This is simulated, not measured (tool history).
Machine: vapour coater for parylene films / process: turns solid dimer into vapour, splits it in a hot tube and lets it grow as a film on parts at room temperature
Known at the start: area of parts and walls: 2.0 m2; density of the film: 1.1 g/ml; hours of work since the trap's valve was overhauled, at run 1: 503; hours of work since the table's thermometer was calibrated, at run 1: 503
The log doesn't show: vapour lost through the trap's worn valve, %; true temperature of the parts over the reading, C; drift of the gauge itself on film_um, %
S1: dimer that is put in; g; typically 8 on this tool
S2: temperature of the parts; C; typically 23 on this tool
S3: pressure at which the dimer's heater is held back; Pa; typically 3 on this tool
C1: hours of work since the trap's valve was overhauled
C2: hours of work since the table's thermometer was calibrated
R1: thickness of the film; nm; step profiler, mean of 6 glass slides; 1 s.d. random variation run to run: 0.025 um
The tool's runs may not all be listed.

| run | hour | S1 | S2 | S3 | C1 | C2 | R1 |
|---|---|---|---|---|---|---|---|
| 1 | 0 | 8 | 23 | 3 | 503 | 503 | 1510 |
|  | 29.2 | trap's valve overhauled |
| 2 | 35.1 | 8 | 23 | 3 | 5 | 527 | 1310 |
| 3 | 56.8 | 8 | 23 | 3 | 22 | 544 | 1330 |
| 4 | 72.9 | 8 | 23 | 3 | 34 | 557 | 1330 |
| 5 | 98.3 | 8 | 23 | 3 | 54 | 577 | 1300 |
| 6 | 125.4 | 8 | 23 | 3 | 75 | 598 | 1280 |
| 7 | 156.9 | 8 | 23 | 3 | 100 | 622 | 1290 |
|  | 164.9 | trap's valve overhauled, once more |
| 8 | 183.5 | 8 | 23 | 3 | 15 | 640 | 1720 |
| 9 | 205.4 | 8 | 23 | 3 | 32 | 657 | 1740 |
| 10 | 226.5 | 8 | 23 | 3 | 48 | 674 | 1700 |
| 11 | 253 | 8 | 24 | 3 | 69 | 695 | 1680 |
| 12 | 267.6 | 8 | 24 | 3 | 80 | 706 | 1660 |
| 13 | 296.7 | 8 | 23 | 7.73 | 103 | 729 | 1610 |
| 14 | 326.7 | 8 | 23 | 3 | 127 | 752 | 1670 |
| 15 | 357.5 | 8 | 23 | 3 | 151 | 776 | 1660 |
| 16 | 388.2 | 8 | 23 | 3 | 175 | 800 | 1620 |
| 17 | 419.3 | 8 | 23 | 3 | 199 | 825 | 1670 |
| 18 | 442.6 | 8 | 23 | 3 | 217 | 843 | 1630 |
| 19 | 459.2 | 8 | 23 | 3 | 231 | 856 | 1620 |
| 20 | 488 | 8 | 23 | 3 | 253 | 879 | 1690 |
| 21 | 519.2 | 8 | 23 | 3 | 278 | 903 | 1560 |
| 22 | 542.8 | 6 | 27 | 4.62 | 296 | 922 | 1040 |
| 23 | 575 | 7 | 28 | 8.43 | 321 | 947 | 1130 |
| 24 | 604.8 | 3 | 26 | 5.16 | 344 | 970 | 550 |
| 25 | 626.9 | 6 | 19 | 4.55 | 362 | 987 | 1250 |
| 26 | 653.8 | 7 | 24 | 2.69 | 383 | 1008 | 1370 |
| 27 | 677.1 | 3 | 24 | 8.31 | 401 | 1027 | 530 |
| 28 | 708.9 | 5 | 21 | 2.35 | 426 | 1052 | 1020 |
| 29 | 740.5 | 6 | 27 | 7.77 | 451 | 1076 | 960 |
| 30 | 764.9 | 6 | 18 | 9.12 | 470 | 1095 | 1170 |
| 31 | 779.4 | 6 | 18 | 9.12 | 481 | 1107 | 1220 |
| 32 | 804.3 | 4 | 20 | 11.07 | 501 | 1126 | 780 |
| 33 | 821.2 | 8 | 15 | 3.88 | 514 | 1140 | 1820 |
|  | 835.6 | trap's valve overhauled |
| 34 | 855.8 | 5 | 31 | 3 | 16 | 1164 | 820 |
| 35 | 878.1 | 8 | 29 | 3.36 | 33 | 1181 | 1450 |
| 36 | 896.2 | 8 | 22 | 3.74 | 47 | 1195 | 1720 |
| 37 | 925.9 | 8 | 22 | 3.74 | 71 | 1218 | 1720 |

4 ways to go on from here, each from the tool as it stands after run 37. What would each give?
| A | 948 | 8 | 26 | 3 | 88 | 1236 | ? |
| B | 948 | 8 | 22 | 3.78 | 88 | 1236 | ? |
| C | 948 | 3 | 30 | 2.68 | 88 | 1236 | ? |
| D | 948 | 7 | 18 | 3.74 | 88 | 1236 | ? |

| run | R1 |
|---|---|
| A | 1530 |
| B | 1710 |
| C | 500 |
| D | 1680 |
With the hidden condition removed and each run's random variation left untouched, the same runs would have given:
| run | R1 |
|---|---|
| A | 1620 |
| B | 1810 |
| C | 530 |
| D | 1780 |

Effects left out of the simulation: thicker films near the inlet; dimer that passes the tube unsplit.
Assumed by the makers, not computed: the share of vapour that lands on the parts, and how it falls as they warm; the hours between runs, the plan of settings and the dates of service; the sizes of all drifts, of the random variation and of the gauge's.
